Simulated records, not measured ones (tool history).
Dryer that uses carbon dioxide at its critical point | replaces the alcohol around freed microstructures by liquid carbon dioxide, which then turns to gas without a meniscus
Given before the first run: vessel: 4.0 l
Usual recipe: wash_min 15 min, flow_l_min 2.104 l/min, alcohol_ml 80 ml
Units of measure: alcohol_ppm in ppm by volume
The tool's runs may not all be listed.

{"run": 1, "hour": 0.0, "wash_min": 15, "flow_l_min": 2.104, "alcohol_ml": 80, "alcohol_ppm": 130}
{"run": 2, "hour": 32.4, "wash_min": 15, "flow_l_min": 2.104, "alcohol_ml": 80, "alcohol_ppm": 121}
{"run": 3, "hour": 53.0, "wash_min": 15, "flow_l_min": 2.104, "alcohol_ml": 117, "alcohol_ppm": 167}
{"run": 4, "hour": 80.2, "wash_min": 15, "flow_l_min": 2.104, "alcohol_ml": 117, "alcohol_ppm": 169}
{"run": 5, "hour": 120.4, "wash_min": 15, "flow_l_min": 2.104, "alcohol_ml": 117, "alcohol_ppm": 170}
{"run": 6, "hour": 161.2, "wash_min": 15, "flow_l_min": 2.104, "alcohol_ml": 80, "alcohol_ppm": 142}
{"run": 7, "hour": 189.3, "wash_min": 15, "flow_l_min": 2.104, "alcohol_ml": 80, "alcohol_ppm": 146}
{"run": 8, "hour": 219.3, "wash_min": 15, "flow_l_min": 2.104, "alcohol_ml": 80, "alcohol_ppm": 141}
{"run": 9, "hour": 241.7, "wash_min": 15, "flow_l_min": 2.104, "alcohol_ml": 80, "alcohol_ppm": 146}
{"run": 10, "hour": 278.8, "wash_min": 13, "flow_l_min": 2.104, "alcohol_ml": 80, "alcohol_ppm": 237}
{"run": 11, "hour": 297.7, "wash_min": 21, "flow_l_min": 2.104, "alcohol_ml": 80, "alcohol_ppm": 72}
{"run": 12, "hour": 317.0, "wash_min": 15, "flow_l_min": 2.104, "alcohol_ml": 80, "alcohol_ppm": 148}
{"run": 13, "hour": 347.3, "wash_min": 15, "flow_l_min": 1.56, "alcohol_ml": 80, "alcohol_ppm": 406}
{"run": 14, "hour": 385.5, "wash_min": 12, "flow_l_min": 2.104, "alcohol_ml": 80, "alcohol_ppm": 333}
{"run": 15, "hour": 422.0, "wash_min": 20, "flow_l_min": 2.104, "alcohol_ml": 80, "alcohol_ppm": 96}
{"run": 16, "hour": 445.1, "wash_min": 15, "flow_l_min": 2.104, "alcohol_ml": 80, "alcohol_ppm": 161}
{"run": 17, "hour": 472.9, "wash_min": 15, "flow_l_min": 1.31, "alcohol_ml": 80, "alcohol_ppm": 737}
{"run": 18, "hour": 501.6, "wash_min": 22, "flow_l_min": 2.104, "alcohol_ml": 80, "alcohol_ppm": 82}
{"run": 19, "hour": 542.0, "wash_min": 15, "flow_l_min": 2.104, "alcohol_ml": 27, "alcohol_ppm": 112}
{"run": 20, "hour": 576.9, "wash_min": 15, "flow_l_min": 2.104, "alcohol_ml": 27, "alcohol_ppm": 113}
{"run": 21, "hour": 602.0, "wash_min": 18, "flow_l_min": 2.104, "alcohol_ml": 27, "alcohol_ppm": 94}
{"hour": 618.0, "done": "inlet filter changed"}
{"run": 22, "hour": 621.1, "wash_min": 15, "flow_l_min": 2.104, "alcohol_ml": 80, "alcohol_ppm": 131}
{"run": 23, "hour": 642.6, "wash_min": 15, "flow_l_min": 2.41, "alcohol_ml": 80, "alcohol_ppm": 108}
{"run": 24, "hour": 665.7, "wash_min": 15, "flow_l_min": 2.41, "alcohol_ml": 80, "alcohol_ppm": 107}
{"run": 25, "hour": 702.6, "wash_min": 10, "flow_l_min": 1.29, "alcohol_ml": 80, "alcohol_ppm": 1690}
{"run": 26, "hour": 740.3, "wash_min": 10, "flow_l_min": 1.29, "alcohol_ml": 80, "alcohol_ppm": 1708}
{"run": 27, "hour": 779.0, "wash_min": 10, "flow_l_min": 1.29, "alcohol_ml": 80, "alcohol_ppm": 1770}
{"run": 28, "hour": 801.7, "wash_min": 20, "flow_l_min": 2.52, "alcohol_ml": 80, "alcohol_ppm": 101}
{"run": 29, "hour": 834.6, "wash_min": 11, "flow_l_min": 3.55, "alcohol_ml": 88, "alcohol_ppm": 97}
{"run": 30, "hour": 873.5, "wash_min": 12, "flow_l_min": 2.09, "alcohol_ml": 27, "alcohol_ppm": 152}
{"run": 31, "hour": 892.5, "wash_min": 18, "flow_l_min": 2.73, "alcohol_ml": 82, "alcohol_ppm": 94}
{"run": 32, "hour": 917.9, "wash_min": 15, "flow_l_min": 2.6, "alcohol_ml": 80, "alcohol_ppm": 103}
{"run": 33, "hour": 940.4, "wash_min": 12, "flow_l_min": 3.48, "alcohol_ml": 100, "alcohol_ppm": 113}
{"run": 34, "hour": 973.2, "wash_min": 12, "flow_l_min": 3.26, "alcohol_ml": 112, "alcohol_ppm": 121}
{"run": 35, "hour": 1003.2, "wash_min": 12, "flow_l_min": 3.26, "alcohol_ml": 112, "alcohol_ppm": 122}
{"run": 36, "hour": 1035.2, "wash_min": 16, "flow_l_min": 1.99, "alcohol_ml": 80, "alcohol_ppm": 150}
{"run": 37, "hour": 1077.2, "wash_min": 16, "flow_l_min": 1.99, "alcohol_ml": 80, "alcohol_ppm": 148}
{"run": 38, "hour": 1112.9, "wash_min": 16, "flow_l_min": 1.99, "alcohol_ml": 80, "alcohol_ppm": 163}
{"run": 39, "hour": 1142.9, "wash_min": 16, "flow_l_min": 1.99, "alcohol_ml": 80, "alcohol_ppm": 158}
{"run": 40, "hour": 1170.2, "wash_min": 17, "flow_l_min": 2.43, "alcohol_ml": 55, "alcohol_ppm": 115}
{"run": 41, "hour": 1213.3, "wash_min": 17, "flow_l_min": 2.96, "alcohol_ml": 55, "alcohol_ppm": 112}
{"run": 42, "hour": 1251.3, "wash_min": 17, "flow_l_min": 1.78, "alcohol_ml": 20, "alcohol_ppm": 132}
{"run": 43, "hour": 1286.4, "wash_min": 15, "flow_l_min": 2.22, "alcohol_ml": 80, "alcohol_ppm": 164}
{"run": 44, "hour": 1330.4, "wash_min": 15, "flow_l_min": 1.68, "alcohol_ml": 116, "alcohol_ppm": 414}
{"run": 45, "hour": 1360.9, "wash_min": 12, "flow_l_min": 1.57, "alcohol_ml": 114, "alcohol_ppm": 1014}
{"run": 46, "hour": 1390.9, "wash_min": 12, "flow_l_min": 1.57, "alcohol_ml": 114, "alcohol_ppm": 1051}
{"run": 47, "hour": 1430.0, "wash_min": 12, "flow_l_min": 1.57, "alcohol_ml": 114, "alcohol_ppm": 1061}

Branching from run 47: 3 alternative next runs. What would each branch give?
{"run": "A", "hour": 1473.8, "wash_min": 12, "flow_l_min": 2.104, "alcohol_ml": 80, "alcohol_ppm": "?"}
{"run": "B", "hour": 1473.8, "wash_min": 12, "flow_l_min": 1.32, "alcohol_ml": 41, "alcohol_ppm": "?"}
{"run": "C", "hour": 1473.8, "wash_min": 11, "flow_l_min": 2.53, "alcohol_ml": 114, "alcohol_ppm": "?"}

run=A alcohol_ppm=351
run=B alcohol_ppm=707
run=C alcohol_ppm=346
What these runs would have given with no unlogged condition in the tool:
run=A alcohol_ppm=161
run=B alcohol_ppm=468
run=C alcohol_ppm=159

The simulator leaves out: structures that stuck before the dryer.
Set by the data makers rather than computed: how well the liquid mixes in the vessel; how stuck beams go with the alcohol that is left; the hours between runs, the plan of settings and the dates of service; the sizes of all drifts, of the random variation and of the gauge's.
